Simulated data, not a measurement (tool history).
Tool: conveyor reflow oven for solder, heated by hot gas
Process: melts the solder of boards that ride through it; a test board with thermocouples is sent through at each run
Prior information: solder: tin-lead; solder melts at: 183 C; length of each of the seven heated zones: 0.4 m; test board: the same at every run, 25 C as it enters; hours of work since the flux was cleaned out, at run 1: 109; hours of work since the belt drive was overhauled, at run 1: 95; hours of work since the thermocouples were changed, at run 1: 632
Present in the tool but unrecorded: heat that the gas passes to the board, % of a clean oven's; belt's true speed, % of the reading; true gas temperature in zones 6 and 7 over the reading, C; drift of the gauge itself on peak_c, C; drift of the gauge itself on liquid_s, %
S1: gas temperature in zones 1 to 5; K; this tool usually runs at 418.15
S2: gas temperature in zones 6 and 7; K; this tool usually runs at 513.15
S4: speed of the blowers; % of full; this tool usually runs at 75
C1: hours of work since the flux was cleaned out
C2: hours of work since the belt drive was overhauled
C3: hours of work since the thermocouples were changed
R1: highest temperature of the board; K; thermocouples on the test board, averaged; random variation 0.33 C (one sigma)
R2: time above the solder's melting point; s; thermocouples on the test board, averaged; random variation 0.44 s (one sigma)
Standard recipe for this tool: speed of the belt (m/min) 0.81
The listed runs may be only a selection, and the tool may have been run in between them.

{"run": 1, "hour": 0.0, "S1": 418.15, "S2": 513.15, "speed of the belt (m/min)": 0.81, "S4": 75, "C1": 109, "C2": 95, "C3": 632, "R1": 494.95, "R2": 48.5}
{"run": 2, "hour": 6.6, "S1": 418.15, "S2": 513.15, "speed of the belt (m/min)": 0.81, "S4": 75, "C1": 112, "C2": 98, "C3": 635, "R1": 495.35, "R2": 48.8}
{"run": 3, "hour": 11.4, "S1": 418.15, "S2": 513.15, "speed of the belt (m/min)": 0.911, "S4": 75, "C1": 114, "C2": 100, "C3": 637, "R1": 490.55, "R2": 40.1}
{"run": 4, "hour": 19.3, "S1": 418.15, "S2": 513.15, "speed of the belt (m/min)": 0.911, "S4": 75, "C1": 117, "C2": 103, "C3": 640, "R1": 491.15, "R2": 40.5}
{"run": 5, "hour": 24.3, "S1": 418.15, "S2": 513.15, "speed of the belt (m/min)": 0.911, "S4": 75, "C1": 119, "C2": 105, "C3": 642, "R1": 490.85, "R2": 40.3}
{"run": 6, "hour": 33.5, "S1": 418.15, "S2": 513.15, "speed of the belt (m/min)": 0.81, "S4": 75, "C1": 123, "C2": 109, "C3": 646, "R1": 494.85, "R2": 48.8}
{"run": 7, "hour": 43.7, "S1": 418.15, "S2": 513.15, "speed of the belt (m/min)": 0.81, "S4": 56, "C1": 127, "C2": 113, "C3": 650, "R1": 491.05, "R2": 45.8}
{"run": 8, "hour": 50.7, "S1": 418.15, "S2": 513.15, "speed of the belt (m/min)": 0.885, "S4": 75, "C1": 130, "C2": 116, "C3": 653, "R1": 491.75, "R2": 41.5}
{"run": 9, "hour": 55.5, "S1": 418.15, "S2": 513.15, "speed of the belt (m/min)": 0.885, "S4": 75, "C1": 132, "C2": 118, "C3": 655, "R1": 491.75, "R2": 42.9}
{"run": 10, "hour": 65.8, "S1": 418.15, "S2": 513.15, "speed of the belt (m/min)": 0.95, "S4": 75, "C1": 136, "C2": 122, "C3": 659, "R1": 488.95, "R2": 36.8}
{"run": 11, "hour": 72.5, "S1": 418.15, "S2": 523.15, "speed of the belt (m/min)": 0.95, "S4": 58, "C1": 139, "C2": 125, "C3": 662, "R1": 492.05, "R2": 39.6}
{"run": 12, "hour": 78.5, "S1": 407.15, "S2": 513.15, "speed of the belt (m/min)": 0.937, "S4": 52, "C1": 141, "C2": 127, "C3": 664, "R1": 480.45, "R2": 29}
{"run": 13, "hour": 84.9, "S1": 430.15, "S2": 513.15, "speed of the belt (m/min)": 0.937, "S4": 52, "C1": 144, "C2": 130, "C3": 667, "R1": 487.25, "R2": 41}
{"run": 14, "hour": 95.5, "S1": 418.15, "S2": 518.15, "speed of the belt (m/min)": 0.81, "S4": 84, "C1": 148, "C2": 134, "C3": 671, "R1": 500.95, "R2": 51.9}
{"run": 15, "hour": 105.1, "S1": 412.15, "S2": 517.15, "speed of the belt (m/min)": 0.79, "S4": 75, "C1": 152, "C2": 138, "C3": 675, "R1": 498.05, "R2": 48.9}
{"run": 16, "hour": 115.5, "S1": 423.15, "S2": 507.15, "speed of the belt (m/min)": 0.79, "S4": 75, "C1": 156, "C2": 142, "C3": 679, "R1": 492.15, "R2": 49.3}
{"run": 17, "hour": 126.4, "S1": 418.15, "S2": 513.15, "speed of the belt (m/min)": 0.909, "S4": 75, "C1": 161, "C2": 147, "C3": 684, "R1": 490.15, "R2": 40.3}

4 options for the next run, each taken on its own from the tool as it stands now. Forecast them:
{"run": "A", "hour": 135.3, "S1": 412.15, "S2": 508.15, "speed of the belt (m/min)": 0.81, "S4": 75, "C1": 164, "C2": 150, "C3": 687, "R1": "?", "R2": "?"}
{"run": "B", "hour": 135.3, "S1": 418.15, "S2": 513.15, "speed of the belt (m/min)": 0.774, "S4": 75, "C1": 164, "C2": 150, "C3": 687, "R1": "?", "R2": "?"}
{"run": "C", "hour": 135.3, "S1": 418.15, "S2": 505.15, "speed of the belt (m/min)": 0.81, "S4": 86, "C1": 164, "C2": 150, "C3": 687, "R1": "?", "R2": "?"}
{"run": "D", "hour": 135.3, "S1": 423.15, "S2": 509.15, "speed of the belt (m/min)": 0.81, "S4": 75, "C1": 164, "C2": 150, "C3": 687, "R1": "?", "R2": "?"}

run=A R1=489.95 R2=43.8
run=B R1=497.05 R2=51.6
run=C R1=490.25 R2=46.2
run=D R1=492.45 R2=48.3
The same runs, with their run-to-run variation unchanged, on a tool lacking any hidden condition would have given:
run=A R1=488.95 R2=43.1
run=B R1=495.95 R2=50.9
run=C R1=489.15 R2=45.5
run=D R1=491.35 R2=47.7
